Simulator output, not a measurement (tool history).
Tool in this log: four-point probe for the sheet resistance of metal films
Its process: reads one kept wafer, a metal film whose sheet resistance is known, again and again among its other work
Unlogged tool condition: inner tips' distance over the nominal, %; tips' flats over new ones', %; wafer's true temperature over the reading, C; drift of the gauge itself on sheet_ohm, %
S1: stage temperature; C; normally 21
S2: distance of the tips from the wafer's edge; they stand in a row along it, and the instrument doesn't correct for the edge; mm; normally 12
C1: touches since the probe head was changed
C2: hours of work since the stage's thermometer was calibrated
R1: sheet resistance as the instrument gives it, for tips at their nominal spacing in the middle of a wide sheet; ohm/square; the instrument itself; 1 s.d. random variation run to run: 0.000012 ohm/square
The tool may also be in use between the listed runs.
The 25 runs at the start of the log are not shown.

run,hour,S1,S2,C1,C2,R1
26,278.7,19,8,13462,2052,0.06165
27,290.8,21,6,13675,2062,0.061737
28,300.6,33,12,13846,2069,0.061068
29,310,33,12,14011,2076,0.061062
30,320.2,26,3,14190,2084,0.062661
31,332,26,3,14396,2093,0.062667
32,341,26,4,14553,2100,0.062014
33,356.6,28,53,14826,2112,0.061146
34,371.2,19,14,15082,2123,0.061511
35,378.4,24,12,15208,2129,0.061362
36,394,24,12,15481,2141,0.061366
37,408.5,29,16,15736,2152,0.061149
38,422.7,29,16,15984,2163,0.061153
39,434.4,29,16,16189,2172,0.061168
40,442.5,21,4,16331,2178,0.062213
41,457.9,28,3,16599,2189,0.062598
42,473.4,19,4,16871,2201,0.062269
43,486,26,12,17092,2211,0.061315
44,495.9,26,12,17265,2219,0.061296

Predict each of these 3 candidate next runs independently; none follows another, all start after run 44:
A,507.3,21,28,17464,2227,?
B,507.3,26,24,17464,2227,?
C,507.3,19,20,17464,2227,?

run,R1
A,0.061379
B,0.061223
C,0.061502
Take away the tool's hidden state, keep each run's random variation, and the runs would have read:
run,R1
A,0.061375
B,0.061219
C,0.061498

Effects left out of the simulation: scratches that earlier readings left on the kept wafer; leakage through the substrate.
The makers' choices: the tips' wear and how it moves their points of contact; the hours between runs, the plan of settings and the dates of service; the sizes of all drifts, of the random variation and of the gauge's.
